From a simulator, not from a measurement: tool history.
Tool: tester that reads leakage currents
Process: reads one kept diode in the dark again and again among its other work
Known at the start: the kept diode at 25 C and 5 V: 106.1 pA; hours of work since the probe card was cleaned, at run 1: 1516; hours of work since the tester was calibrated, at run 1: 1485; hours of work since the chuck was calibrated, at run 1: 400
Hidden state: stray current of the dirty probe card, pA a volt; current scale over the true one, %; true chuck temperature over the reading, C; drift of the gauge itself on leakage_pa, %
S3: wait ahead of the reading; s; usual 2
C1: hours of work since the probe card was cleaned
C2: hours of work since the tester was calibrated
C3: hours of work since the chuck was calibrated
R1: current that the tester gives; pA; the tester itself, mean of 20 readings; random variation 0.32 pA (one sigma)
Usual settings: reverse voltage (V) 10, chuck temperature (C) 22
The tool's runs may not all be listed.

Run 1, hour 0: usual settings; C1 1516; C2 1485; C3 400. Result: R1 121.97 pA.
Run 2, hour 71.3: usual settings but S3 3.9 s; C1 1570; C2 1539; C3 454. Result: R1 121.96 pA.
Run 3, hour 171.9: usual settings but reverse voltage (V) 1.7; C1 1647; C2 1616; C3 531. Result: R1 58.36 pA.
Run 4, hour 261.9: usual settings; C1 1715; C2 1684; C3 599. Result: R1 123.08 pA.
Run 5, hour 306.4: usual settings; C1 1749; C2 1718; C3 633. Result: R1 123.69 pA.
Run 6, hour 350.4: usual settings but S3 2.43 s; C1 1783; C2 1752; C3 667. Result: R1 123.28 pA.
Run 7, hour 454.4: usual settings but chuck temperature (C) 20, S3 2.43 s; C1 1862; C2 1831; C3 746. Result: R1 108.53 pA.
At hour 502: chuck's temperature calibrated.
Run 8, hour 512.4: usual settings but chuck temperature (C) 20, S3 2.43 s; C1 1905; C2 1874; C3 8. Result: R1 115.21 pA.
Run 9, hour 618.7: usual settings but chuck temperature (C) 20, S3 2.43 s; C1 1986; C2 1955; C3 89. Result: R1 115.46 pA.
At hour 670.5: probe card cleaned and baked.
Run 10, hour 718.5: usual settings; C1 37; C2 2029; C3 163. Result: R1 103.1 pA.
Run 11, hour 764.7: usual settings but chuck temperature (C) 57; C1 72; C2 2064; C3 198. Result: R1 1592.45 pA.
At hour 812: tester calibrated.
Run 12, hour 819.1: usual settings but chuck temperature (C) 57; C1 112; C2 5; C3 238. Result: R1 1547.62 pA.
Run 13, hour 885: usual settings but chuck temperature (C) 57; C1 162; C2 56; C3 288. Result: R1 1546.59 pA.
Run 14, hour 974.2: usual settings but reverse voltage (V) 12.6; C1 230; C2 124; C3 356. Result: R1 109.53 pA.
Run 15, hour 1039.1: usual settings but reverse voltage (V) 12.6; C1 280; C2 173; C3 406. Result: R1 110.24 pA.
Run 16, hour 1112.8: usual settings but reverse voltage (V) 12.6; C1 336; C2 229; C3 462. Result: R1 110.71 pA.
Run 17, hour 1212.9: usual settings; C1 412; C2 306; C3 538. Result: R1 101.76 pA.
Run 18, hour 1260.4: usual settings; C1 448; C2 342; C3 574. Result: R1 101.97 pA.
Run 19, hour 1340: usual settings; C1 509; C2 403; C3 635. Result: R1 102.4 pA.
Run 20, hour 1435.3: usual settings; C1 582; C2 475; C3 708. Result: R1 102.56 pA.
Run 21, hour 1483.4: usual settings; C1 618; C2 512; C3 744. Result: R1 103 pA.
At hour 1528.1: chuck's temperature calibrated.
Run 22, hour 1584.5: usual settings but reverse voltage (V) 1.6, chuck temperature (C) 42; C1 694; C2 587; C3 43. Result: R1 290.01 pA.
Run 23, hour 1676: usual settings but reverse voltage (V) 1.6, chuck temperature (C) 56, S3 9.51 s; C1 764; C2 657; C3 113. Result: R1 810.06 pA.
Run 24, hour 1722.3: usual settings but reverse voltage (V) 6.6, S3 0.48 s; C1 799; C2 692; C3 148. Result: R1 97.5 pA.
Run 25, hour 1799.3: usual settings but reverse voltage (V) 2.1, chuck temperature (C) 38; C1 857; C2 751; C3 207. Result: R1 231.32 pA.
Run 26, hour 1908.4: usual settings but reverse voltage (V) 2.1, chuck temperature (C) 38; C1 941; C2 834; C3 290. Result: R1 229.24 pA.
Run 27, hour 1969.5: usual settings but chuck temperature (C) 60, S3 1.9 s; C1 987; C2 881; C3 337. Result: R1 1957.99 pA.
Run 28, hour 2052.9: usual settings but reverse voltage (V) 1.2, chuck temperature (C) 34, S3 1.5 s; C1 1051; C2 944; C3 400. Result: R1 136.95 pA.
Run 29, hour 2101.8: usual settings but reverse voltage (V) 1.2, chuck temperature (C) 34, S3 1.5 s; C1 1088; C2 982; C3 437. Result: R1 137.03 pA.
Run 30, hour 2174: usual settings but reverse voltage (V) 1.1, chuck temperature (C) 46, S3 1.26 s; C1 1143; C2 1037; C3 492. Result: R1 336.17 pA.
Run 31, hour 2218.2: usual settings but reverse voltage (V) 4.9, chuck temperature (C) 31, S3 2.26 s; C1 1177; C2 1070; C3 526. Result: R1 176.08 pA.
Run 32, hour 2327.9: usual settings but reverse voltage (V) 4.9, chuck temperature (C) 35, S3 5.82 s; C1 1260; C2 1154; C3 610. Result: R1 239.12 pA.
Run 33, hour 2377.4: usual settings but reverse voltage (V) 17.6, chuck temperature (C) 35, S3 0.43 s; C1 1298; C2 1192; C3 647. Result: R1 390.55 pA.
Run 34, hour 2441: usual settings but reverse voltage (V) 13.3, chuck temperature (C) 29, S3 1.46 s; C1 1347; C2 1240; C3 696. Result: R1 222.2 pA.
Run 35, hour 2523.5: usual settings but reverse voltage (V) 13.3, chuck temperature (C) 29, S3 1.46 s; C1 1410; C2 1303; C3 759. Result: R1 222.05 pA.
At hour 2545.9: chuck's temperature calibrated.
Run 36, hour 2622.8: usual settings but reverse voltage (V) 13.3, chuck temperature (C) 29, S3 1.46 s; C1 1484; C2 1377; C3 59. Result: R1 239.06 pA.
Run 37, hour 2682.9: usual settings but reverse voltage (V) 18.1, chuck temperature (C) 25, S3 1.55 s; C1 1530; C2 1423; C3 104. Result: R1 205.6 pA.
Run 38, hour 2751.8: usual settings but reverse voltage (V) 18.1, chuck temperature (C) 25, S3 1.55 s; C1 1582; C2 1476; C3 157. Result: R1 206.71 pA.

Some steps in R1 between neighbouring runs. How much of each would the tool show without its hidden state too (settings, what came in, random variation), and how much is left for the hidden state, with any gauge scatter that isn't in both results?
Run 9 -> 10: chuck temperature (C) 20 -> 22, S3 2.43 -> 2, probe card cleaned and baked. R1 -12.36 pA: hidden state -29.86, all else +17.5.
Run 10 -> 11: chuck temperature (C) 22 -> 57. R1 +1489.35 pA: hidden state -16.53, all else +1505.88.
Run 11 -> 12: tester calibrated. R1 -44.83 pA: hidden state -41.5, all else -3.33.
Run 13 -> 14: reverse voltage (V) 10 -> 12.6, chuck temperature (C) 57 -> 22. R1 -1437.06 pA: hidden state +62.64, all else -1499.7.
Run 26 -> 27: reverse voltage (V) 2.1 -> 10, chuck temperature (C) 38 -> 60, S3 2 -> 1.9. R1 +1728.75 pA: hidden state -26.05, all else +1754.8.
Run 27 -> 28: reverse voltage (V) 10 -> 1.2, chuck temperature (C) 60 -> 34, S3 1.9 -> 1.5. R1 -1821.04 pA: hidden state +25.73, all else -1846.77.
